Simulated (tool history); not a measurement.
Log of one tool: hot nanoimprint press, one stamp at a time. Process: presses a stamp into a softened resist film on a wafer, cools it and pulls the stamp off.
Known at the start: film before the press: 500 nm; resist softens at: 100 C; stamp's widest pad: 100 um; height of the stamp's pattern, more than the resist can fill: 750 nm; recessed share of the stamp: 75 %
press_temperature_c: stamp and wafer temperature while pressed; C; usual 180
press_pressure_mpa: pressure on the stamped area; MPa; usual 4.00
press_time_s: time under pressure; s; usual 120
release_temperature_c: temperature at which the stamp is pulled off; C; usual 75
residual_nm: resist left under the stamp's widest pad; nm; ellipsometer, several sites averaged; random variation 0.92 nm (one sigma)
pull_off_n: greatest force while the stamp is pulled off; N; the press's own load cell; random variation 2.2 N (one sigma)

run	hour	press_temperature_c	press_pressure_mpa	press_time_s	release_temperature_c	residual_nm	pull_off_n
1	0.0	180	4.00	120	75	286.9	139
2	26.2	180	4.00	120	75	285.8	142
# hour 54.1: stamp cleaned and given a new release coat
3	70.0	180	4.00	120	67	283.6	111
4	123.6	180	4.00	120	67	283.3	111
5	172.1	180	4.00	120	67	285.4	120
6	199.6	180	4.00	120	67	282.5	121
# hour 232.7: plate thermocouple calibrated
7	239.0	180	4.00	120	67	295.1	122
8	267.1	180	4.00	120	67	292.3	127
9	321.9	188	4.00	120	75	225.2	116
10	357.2	188	4.00	120	75	223.3	127
11	397.6	188	4.00	120	75	222.3	134
12	449.6	185	4.00	219	82	201.1	124
13	479.4	179	4.00	76	75	340.9	134
14	532.9	179	4.00	76	75	340.4	144
# hour 541.5: stamp cleaned and given a new release coat
15	573.9	180	4.00	72	64	334.9	115
16	608.1	186	4.18	133	72	224.2	103
17	648.8	190	2.97	103	70	254.9	114
18	696.9	177	4.34	120	75	308.1	111
19	741.4	182	4.00	119	75	272.1	113
# hour 777.2: press's hydraulic seals changed and the load cell set to zero
20	799.4	182	4.00	119	75	266.5	121
21	838.6	180	3.28	66	67	358.3	134
22	866.3	180	4.08	147	75	264.5	123

Forecast each of these 5 alternatives for the next run:
A	894.4	171	4.00	120	75	?	?
B	894.4	184	3.53	120	69	?	?
C	894.4	189	5.41	82	75	?	?
D	894.4	180	4.00	79	75	?	?
E	894.4	180	4.08	147	79	?	?

run	residual_nm	pull_off_n
A	371.6	128
B	262.6	141
C	201.6	132
D	321.0	127
E	263.8	121
Without the tool's hidden state the same runs would have given:
run	residual_nm	pull_off_n
A	381.5	97
B	271.6	107
C	208.7	100
D	330.8	96
E	273.3	92

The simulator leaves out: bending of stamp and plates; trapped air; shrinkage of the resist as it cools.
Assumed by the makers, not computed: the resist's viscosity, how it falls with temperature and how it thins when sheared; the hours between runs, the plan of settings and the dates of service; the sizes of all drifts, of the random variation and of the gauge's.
